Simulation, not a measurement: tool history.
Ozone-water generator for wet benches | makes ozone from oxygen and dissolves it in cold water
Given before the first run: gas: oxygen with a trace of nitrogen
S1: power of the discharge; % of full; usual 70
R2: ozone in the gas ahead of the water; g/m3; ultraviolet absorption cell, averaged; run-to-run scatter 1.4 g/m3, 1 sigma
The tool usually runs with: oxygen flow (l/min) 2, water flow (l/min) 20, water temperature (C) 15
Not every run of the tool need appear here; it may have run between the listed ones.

run 1 day=0 | S1=70 oxygen_flow_(l/min)=2 water_flow_(l/min)=20 water_temperature_(C)=15 | dissolved_ozone_(ppm)=14.6 R2=245.5
run 2 day=0.746 | S1=70 oxygen_flow_(l/min)=2 water_flow_(l/min)=20 water_temperature_(C)=15 | dissolved_ozone_(ppm)=14.6 R2=248.5
run 3 day=2.008 | S1=70 oxygen_flow_(l/min)=2 water_flow_(l/min)=20 water_temperature_(C)=15 | dissolved_ozone_(ppm)=14.8 R2=247.1
run 4 day=3.421 | S1=70 oxygen_flow_(l/min)=2 water_flow_(l/min)=20 water_temperature_(C)=15 | dissolved_ozone_(ppm)=14.7 R2=245.9
run 5 day=5.146 | S1=70 oxygen_flow_(l/min)=2 water_flow_(l/min)=20 water_temperature_(C)=11 | dissolved_ozone_(ppm)=14.8 R2=247.8
run 6 day=6.758 | S1=90 oxygen_flow_(l/min)=2 water_flow_(l/min)=29 water_temperature_(C)=12 | dissolved_ozone_(ppm)=12.1 R2=303.1
run 7 day=7.771 | S1=85 oxygen_flow_(l/min)=2.38 water_flow_(l/min)=29 water_temperature_(C)=12 | dissolved_ozone_(ppm)=11.8 R2=258.2
run 8 day=8.588 | S1=50 oxygen_flow_(l/min)=3.01 water_flow_(l/min)=32 water_temperature_(C)=9 | dissolved_ozone_(ppm)=7.3 R2=144.9
run 9 day=9.688 | S1=88 oxygen_flow_(l/min)=2.44 water_flow_(l/min)=32 water_temperature_(C)=9 | dissolved_ozone_(ppm)=11.2 R2=262.4
run 10 day=10.967 | S1=61 oxygen_flow_(l/min)=2 water_flow_(l/min)=13 water_temperature_(C)=15 | dissolved_ozone_(ppm)=19.6 R2=221.7

Here are 5 independent what-if runs from the current tool condition. What would each one return?
run A day=12.529 | S1=61 oxygen_flow_(l/min)=2.09 water_flow_(l/min)=13 water_temperature_(C)=20 | dissolved_ozone_(ppm)=? R2=?
run B day=12.529 | S1=61 oxygen_flow_(l/min)=1.01 water_flow_(l/min)=13 water_temperature_(C)=10 | dissolved_ozone_(ppm)=? R2=?
run C day=12.529 | S1=61 oxygen_flow_(l/min)=1.07 water_flow_(l/min)=13 water_temperature_(C)=15 | dissolved_ozone_(ppm)=? R2=?
run D day=12.529 | S1=70 oxygen_flow_(l/min)=2 water_flow_(l/min)=18 water_temperature_(C)=15 | dissolved_ozone_(ppm)=? R2=?
run E day=12.529 | S1=70 oxygen_flow_(l/min)=1.78 water_flow_(l/min)=20 water_temperature_(C)=15 | dissolved_ozone_(ppm)=? R2=?

run=A dissolved_ozone_(ppm)=19 R2=213.3
run=B dissolved_ozone_(ppm)=18.7 R2=335.8
run=C dissolved_ozone_(ppm)=18.2 R2=324.3
run=D dissolved_ozone_(ppm)=16.2 R2=247.8
run=E dissolved_ozone_(ppm)=14.3 R2=262.3
With no hidden state in the tool, these same runs would have given:
run=A dissolved_ozone_(ppm)=20.7 R2=222.4
run=B dissolved_ozone_(ppm)=20.4 R2=350.1
run=C dissolved_ozone_(ppm)=19.9 R2=338
run=D dissolved_ozone_(ppm)=18 R2=259.7
run=E dissolved_ozone_(ppm)=15.9 R2=274.9
